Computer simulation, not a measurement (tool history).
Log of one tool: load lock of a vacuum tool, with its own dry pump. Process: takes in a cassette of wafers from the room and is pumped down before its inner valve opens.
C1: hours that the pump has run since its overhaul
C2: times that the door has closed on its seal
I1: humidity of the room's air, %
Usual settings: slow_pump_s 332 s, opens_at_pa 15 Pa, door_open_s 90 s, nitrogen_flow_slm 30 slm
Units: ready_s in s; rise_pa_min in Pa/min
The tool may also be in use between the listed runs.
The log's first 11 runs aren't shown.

{"run": 12, "hour": 1022.2, "slow_pump_s": 332, "opens_at_pa": 15, "door_open_s": 90, "nitrogen_flow_slm": 30, "C1": 1290, "C2": 47459, "I1": 46.6, "ready_s": 424.6, "rise_pa_min": 0.25}
{"run": 13, "hour": 1129.5, "slow_pump_s": 332, "opens_at_pa": 15, "door_open_s": 90, "nitrogen_flow_slm": 30, "C1": 1397, "C2": 47962, "I1": 46.7, "ready_s": 426.3, "rise_pa_min": 0.248}
{"hour": 1203.8, "done": "door's seal changed, seat wiped"}
{"run": 14, "hour": 1209.7, "slow_pump_s": 332, "opens_at_pa": 15, "door_open_s": 90, "nitrogen_flow_slm": 30, "C1": 1476, "C2": 28, "I1": 45.2, "ready_s": 429.5, "rise_pa_min": 0.032}
{"run": 15, "hour": 1281.9, "slow_pump_s": 332, "opens_at_pa": 15, "door_open_s": 90, "nitrogen_flow_slm": 30, "C1": 1548, "C2": 366, "I1": 42.3, "ready_s": 430.7, "rise_pa_min": 0.029}
{"run": 16, "hour": 1332.1, "slow_pump_s": 332, "opens_at_pa": 15, "door_open_s": 90, "nitrogen_flow_slm": 30, "C1": 1598, "C2": 601, "I1": 43.7, "ready_s": 423.2, "rise_pa_min": 0.028}
{"run": 17, "hour": 1442.7, "slow_pump_s": 332, "opens_at_pa": 15, "door_open_s": 90, "nitrogen_flow_slm": 30, "C1": 1709, "C2": 1119, "I1": 41.8, "ready_s": 428, "rise_pa_min": 0.034}
{"run": 18, "hour": 1501.2, "slow_pump_s": 332, "opens_at_pa": 15, "door_open_s": 90, "nitrogen_flow_slm": 30, "C1": 1767, "C2": 1393, "I1": 47.7, "ready_s": 429.8, "rise_pa_min": 0.034}
{"run": 19, "hour": 1577.8, "slow_pump_s": 201, "opens_at_pa": 21, "door_open_s": 105, "nitrogen_flow_slm": 18, "C1": 1844, "C2": 1751, "I1": 46.2, "ready_s": 303.5, "rise_pa_min": 0.045}
{"run": 20, "hour": 1651.9, "slow_pump_s": 201, "opens_at_pa": 21, "door_open_s": 105, "nitrogen_flow_slm": 18, "C1": 1918, "C2": 2098, "I1": 42.9, "ready_s": 304.5, "rise_pa_min": 0.045}
{"run": 21, "hour": 1716.8, "slow_pump_s": 332, "opens_at_pa": 15, "door_open_s": 36, "nitrogen_flow_slm": 30, "C1": 1983, "C2": 2402, "I1": 45.7, "ready_s": 425.3, "rise_pa_min": 0.015}
{"run": 22, "hour": 1826.8, "slow_pump_s": 201, "opens_at_pa": 15, "door_open_s": 119, "nitrogen_flow_slm": 4, "C1": 2093, "C2": 2917, "I1": 47.8, "ready_s": 310.2, "rise_pa_min": 0.069}
{"run": 23, "hour": 1894.2, "slow_pump_s": 201, "opens_at_pa": 15, "door_open_s": 119, "nitrogen_flow_slm": 4, "C1": 2160, "C2": 3233, "I1": 48.9, "ready_s": 307.6, "rise_pa_min": 0.074}
{"run": 24, "hour": 1944.6, "slow_pump_s": 201, "opens_at_pa": 15, "door_open_s": 119, "nitrogen_flow_slm": 4, "C1": 2211, "C2": 3469, "I1": 46.7, "ready_s": 312.1, "rise_pa_min": 0.065}
{"run": 25, "hour": 2032.4, "slow_pump_s": 451, "opens_at_pa": 15, "door_open_s": 119, "nitrogen_flow_slm": 4, "C1": 2298, "C2": 3880, "I1": 47.4, "ready_s": 537.8, "rise_pa_min": 0.071}
{"run": 26, "hour": 2111.7, "slow_pump_s": 254, "opens_at_pa": 23, "door_open_s": 103, "nitrogen_flow_slm": 30, "C1": 2378, "C2": 4251, "I1": 47.7, "ready_s": 348.7, "rise_pa_min": 0.045}
{"run": 27, "hour": 2227.4, "slow_pump_s": 254, "opens_at_pa": 23, "door_open_s": 103, "nitrogen_flow_slm": 30, "C1": 2493, "C2": 4793, "I1": 47.5, "ready_s": 351.9, "rise_pa_min": 0.043}
{"run": 28, "hour": 2349.7, "slow_pump_s": 254, "opens_at_pa": 23, "door_open_s": 103, "nitrogen_flow_slm": 30, "C1": 2616, "C2": 5366, "I1": 43.2, "ready_s": 353.5, "rise_pa_min": 0.044}
{"run": 29, "hour": 2423.7, "slow_pump_s": 556, "opens_at_pa": 10, "door_open_s": 31, "nitrogen_flow_slm": 30, "C1": 2690, "C2": 5712, "I1": 42.7, "ready_s": 630.5, "rise_pa_min": 0.029}
{"run": 30, "hour": 2500.1, "slow_pump_s": 556, "opens_at_pa": 10, "door_open_s": 31, "nitrogen_flow_slm": 30, "C1": 2766, "C2": 6070, "I1": 46.3, "ready_s": 630.4, "rise_pa_min": 0.03}
{"run": 31, "hour": 2598.7, "slow_pump_s": 223, "opens_at_pa": 22, "door_open_s": 31, "nitrogen_flow_slm": 30, "C1": 2865, "C2": 6531, "I1": 43.4, "ready_s": 328.4, "rise_pa_min": 0.027}
{"run": 32, "hour": 2674.4, "slow_pump_s": 538, "opens_at_pa": 17, "door_open_s": 90, "nitrogen_flow_slm": 30, "C1": 2940, "C2": 6886, "I1": 47.6, "ready_s": 607.7, "rise_pa_min": 0.042}
{"run": 33, "hour": 2760.9, "slow_pump_s": 295, "opens_at_pa": 14, "door_open_s": 26, "nitrogen_flow_slm": 35, "C1": 3027, "C2": 7291, "I1": 45.1, "ready_s": 395.6, "rise_pa_min": 0.03}

5 ways to go on from here, each from the tool as it stands after run 33. What would each give?
{"run": "A", "hour": 2869.7, "slow_pump_s": 332, "opens_at_pa": 15, "door_open_s": 90, "nitrogen_flow_slm": 25, "C1": 3136, "C2": 7800, "I1": 44.4, "ready_s": "?", "rise_pa_min": "?"}
{"run": "B", "hour": 2869.7, "slow_pump_s": 332, "opens_at_pa": 15, "door_open_s": 107, "nitrogen_flow_slm": 36, "C1": 3136, "C2": 7800, "I1": 47.8, "ready_s": "?", "rise_pa_min": "?"}
{"run": "C", "hour": 2869.7, "slow_pump_s": 565, "opens_at_pa": 26, "door_open_s": 53, "nitrogen_flow_slm": 35, "C1": 3136, "C2": 7800, "I1": 46.5, "ready_s": "?", "rise_pa_min": "?"}
{"run": "D", "hour": 2869.7, "slow_pump_s": 332, "opens_at_pa": 15, "door_open_s": 125, "nitrogen_flow_slm": 30, "C1": 3136, "C2": 7800, "I1": 44.5, "ready_s": "?", "rise_pa_min": "?"}
{"run": "E", "hour": 2869.7, "slow_pump_s": 295, "opens_at_pa": 29, "door_open_s": 65, "nitrogen_flow_slm": 35, "C1": 3136, "C2": 7800, "I1": 46.7, "ready_s": "?", "rise_pa_min": "?"}

run=A ready_s=428.5 rise_pa_min=0.047
run=B ready_s=426.9 rise_pa_min=0.048
run=C ready_s=629.4 rise_pa_min=0.038
run=D ready_s=424 rise_pa_min=0.055
run=E ready_s=384.3 rise_pa_min=0.042
Without the tool's hidden state the same runs would have given:
run=A ready_s=424.8 rise_pa_min=0.031
run=B ready_s=423.2 rise_pa_min=0.033
run=C ready_s=627 rise_pa_min=0.023
run=D ready_s=420.3 rise_pa_min=0.04
run=E ready_s=380.8 rise_pa_min=0.026

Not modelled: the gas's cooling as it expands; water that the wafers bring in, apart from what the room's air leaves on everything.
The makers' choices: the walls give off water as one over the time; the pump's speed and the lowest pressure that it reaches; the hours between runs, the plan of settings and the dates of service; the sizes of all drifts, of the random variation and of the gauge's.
